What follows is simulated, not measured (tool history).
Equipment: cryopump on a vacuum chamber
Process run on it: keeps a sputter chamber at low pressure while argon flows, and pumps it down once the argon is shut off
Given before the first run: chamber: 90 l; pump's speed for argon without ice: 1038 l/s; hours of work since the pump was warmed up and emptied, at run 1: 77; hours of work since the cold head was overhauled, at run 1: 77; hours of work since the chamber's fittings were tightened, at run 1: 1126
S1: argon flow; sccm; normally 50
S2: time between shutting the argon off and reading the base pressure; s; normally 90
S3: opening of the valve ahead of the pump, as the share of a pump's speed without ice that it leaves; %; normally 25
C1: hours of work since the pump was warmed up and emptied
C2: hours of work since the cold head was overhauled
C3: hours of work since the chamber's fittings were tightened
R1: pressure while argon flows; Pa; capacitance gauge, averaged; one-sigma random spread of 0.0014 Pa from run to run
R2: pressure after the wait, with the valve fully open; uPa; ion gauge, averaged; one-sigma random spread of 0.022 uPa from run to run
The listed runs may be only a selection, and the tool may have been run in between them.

run   hour  S1   S2  S3   C1   C2    C3      R1    R2
  1    0.0  50   90  25   77   77  1126  0.3284  3.03
  2   16.7  50   90  25   83   83  1133  0.3285  3.06
  3   36.4  50   90  25   91   91  1141  0.3288  3.05
  4   45.3  57   90  25   95   95  1145  0.3754  3.08
  5   60.6  57   90  25  101  101  1151  0.3772  3.06
  6   78.4  50   90  25  108  108  1158  0.3314  3.19
  7   90.8  50   52  25  113  113  1163  0.3306  3.20
  8  106.1  50   90  58  119  119  1169  0.1438  3.07
  9  118.1  50   90  58  124  124  1174  0.1444  3.13
 10  137.9  50   90  58  132  132  1182  0.1438  3.17
 11  149.1  50   90  58  136  136  1186  0.1450  3.20
 12  165.4  50   90  25  143  143  1193  0.3284  3.27
 13  177.0  50  248  25  148  148  1197  0.3329  3.05
 14  195.5  50  248  25  155  155  1205  0.3311  3.10
 15  208.7  50  248  25  160  160  1210  0.3313  3.05
 16  217.5  20   90  25  164  164  1214  0.1319  3.35
 17  231.6  20  294  25  169  169  1219  0.1311  3.08
 18  240.7  20   96  24  173  173  1223  0.1399  3.33
 19  253.4  26  228  25  178  178  1228  0.1717  3.09
 20  266.5  22  134  20  183  183  1233  0.1816  3.21
 21  274.6  34  121  26  187  187  1236  0.2165  3.20
 22  289.9  34  121  26  193  193  1243  0.2182  3.24
 23  301.6  50   86  25  197  197  1247  0.3313  3.43
 24  315.4  50   86  25  203  203  1253  0.3324  3.35
 25  331.1  50   86  25  209  209  1259  0.3314  3.42
 26  343.0  50   86  25  214  214  1264  0.3327  3.46
 27  355.3  76   49  35  219  219  1269  0.3663  3.63
 28  373.5  76  150  36  226  226  1276  0.3550  3.25
 29  389.1  32  102  37  233  233  1282  0.1465  3.43
 30  408.4  25  129  21  240  240  1290  0.1974  3.41

Consider 3 possible next runs. They are alternatives, not a sequence: every one starts from the tool as it was left by run 30. What does each give?
  A  418.3  96   90  30  244  244  1294   ?   ?
  B  418.3  50   31  31  244  244  1294   ?   ?
  C  418.3  41  216  25  244  244  1294   ?   ?

run      R1    R2
  A  0.5357  3.65
  B  0.2724  4.07
  C  0.2728  3.24
With no hidden state in the tool, these same runs would have given:
run      R1    R2
  A  0.5201  0.71
  B  0.2642  1.24
  C  0.2661  0.46
